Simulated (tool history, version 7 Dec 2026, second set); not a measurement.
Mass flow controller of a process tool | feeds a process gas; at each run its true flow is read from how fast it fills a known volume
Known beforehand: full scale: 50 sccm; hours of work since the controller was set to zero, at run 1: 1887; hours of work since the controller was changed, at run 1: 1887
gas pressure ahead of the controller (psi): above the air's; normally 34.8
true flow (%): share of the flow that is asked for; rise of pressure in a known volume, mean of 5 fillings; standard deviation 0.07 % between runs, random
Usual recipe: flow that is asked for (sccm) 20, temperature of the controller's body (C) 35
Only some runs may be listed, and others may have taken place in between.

run    hour  flow that is asked for (sccm)  gas pressure ahead of the controller (psi)  temperature of the controller's body (C)  hours of work since the controller was set to zero  hours of work since the controller was changed  true flow (%)
  1     0.0                             20                                        34.8                                        35                                                1887                                            1887          97.68
  2   106.7                             20                                        34.8                                        36                                                1954                                            1954          97.50
  3   161.7                             20                                        34.8                                        36                                                1989                                            1989          97.56
  4   236.3                             20                                        34.8                                        36                                                2036                                            2036          97.56
  5   322.5                             20                                        34.8                                        36                                                2090                                            2090          97.61
  6   448.1                             34                                        34.8                                        35                                                2169                                            2169          98.42
  7   582.8                              5                                        34.8                                        35                                                2254                                            2254          97.58
  8   703.0                              9                                        34.8                                        23                                                2330                                            2330          97.64
  9   810.0                             28                                        26.8                                        31                                                2397                                            2397          98.56
 10   881.6                              7                                        30.7                                        24                                                2442                                            2442          98.03
 11   974.2                              7                                        30.7                                        24                                                2501                                            2501          97.98
 12  1079.0                              7                                        30.7                                        24                                                2567                                            2567          97.99
 13  1207.8                              7                                        30.7                                        24                                                2648                                            2648          97.96

Forecast each of these 5 alternatives for the next run:
  A  1276.9                             20                                        34.8                                        31                                                2691                                            2691              ?
  B  1276.9                             20                                        34.8                                        32                                                2691                                            2691              ?
  C  1276.9                             38                                        22.6                                        21                                                2691                                            2691              ?
  D  1276.9                              7                                        30.7                                        27                                                2691                                            2691              ?
  E  1276.9                             22                                        40.2                                        31                                                2691                                            2691              ?

run  true flow (%)
  A          97.76
  B          97.52
  C          99.57
  D          97.87
  E          97.56
Without the tool's hidden state the same runs would have given:
run  true flow (%)
  A          97.83
  B          97.59
  C          99.81
  D          97.29
  E          97.66
